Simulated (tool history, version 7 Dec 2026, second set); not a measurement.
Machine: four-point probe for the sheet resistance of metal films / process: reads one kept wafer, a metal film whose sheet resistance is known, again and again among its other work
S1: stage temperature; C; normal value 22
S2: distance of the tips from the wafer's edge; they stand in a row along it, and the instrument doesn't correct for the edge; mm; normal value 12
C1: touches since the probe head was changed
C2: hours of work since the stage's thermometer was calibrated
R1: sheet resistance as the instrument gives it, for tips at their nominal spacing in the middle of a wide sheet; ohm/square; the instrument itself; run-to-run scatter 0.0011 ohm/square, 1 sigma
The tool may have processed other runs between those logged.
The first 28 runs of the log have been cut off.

| run | hour | S1 | S2 | C1 | C2 | R1 |
|---|---|---|---|---|---|---|
| 29 | 905.3 | 31 | 23 | 53883 | 837 | 5.672555 |
| 30 | 942.1 | 34 | 12 | 54699 | 853 | 5.685806 |
| 31 | 978.1 | 34 | 12 | 55499 | 869 | 5.684708 |
|  | 982.6 | stage's thermometer calibrated |
| 32 | 1005 | 22 | 42 | 56084 | 10 | 5.666002 |
| 33 | 1038.3 | 22 | 20 | 56824 | 24 | 5.672591 |
| 34 | 1071.3 | 23 | 33 | 57557 | 39 | 5.666543 |
| 35 | 1105.9 | 34 | 6 | 58325 | 54 | 5.744285 |
| 36 | 1125.2 | 25 | 13 | 58752 | 62 | 5.680382 |
| 37 | 1159.7 | 19 | 5 | 59518 | 77 | 5.781628 |
| 38 | 1190.5 | 19 | 5 | 60202 | 91 | 5.781848 |
| 39 | 1208.3 | 30 | 15 | 60598 | 99 | 5.67476 |
|  | 1228 | stage's thermometer calibrated, once more |
| 40 | 1228 | 33 | 7 | 61023 | 0 | 5.726162 |
| 41 | 1261.6 | 33 | 7 | 61769 | 15 | 5.725297 |
| 42 | 1299.1 | 33 | 7 | 62601 | 31 | 5.726854 |
| 43 | 1337.8 | 33 | 7 | 63461 | 48 | 5.72358 |
| 44 | 1360.3 | 33 | 7 | 63961 | 58 | 5.723599 |
| 45 | 1391.3 | 29 | 51 | 64649 | 71 | 5.664106 |
| 46 | 1409.8 | 29 | 51 | 65059 | 80 | 5.661698 |

Branching from run 46: 3 alternative next runs. What would each branch give?
| A | 1429.4 | 29 | 5 | 65493 | 88 | ? |
| B | 1429.4 | 20 | 9 | 65493 | 88 | ? |
| C | 1429.4 | 20 | 16 | 65493 | 88 | ? |

| run | R1 |
|---|---|
| A | 5.782211 |
| B | 5.703614 |
| C | 5.675743 |
Without the tool's unlogged condition, the same runs would have read:
| run | R1 |
|---|---|
| A | 5.813054 |
| B | 5.734073 |
| C | 5.706064 |
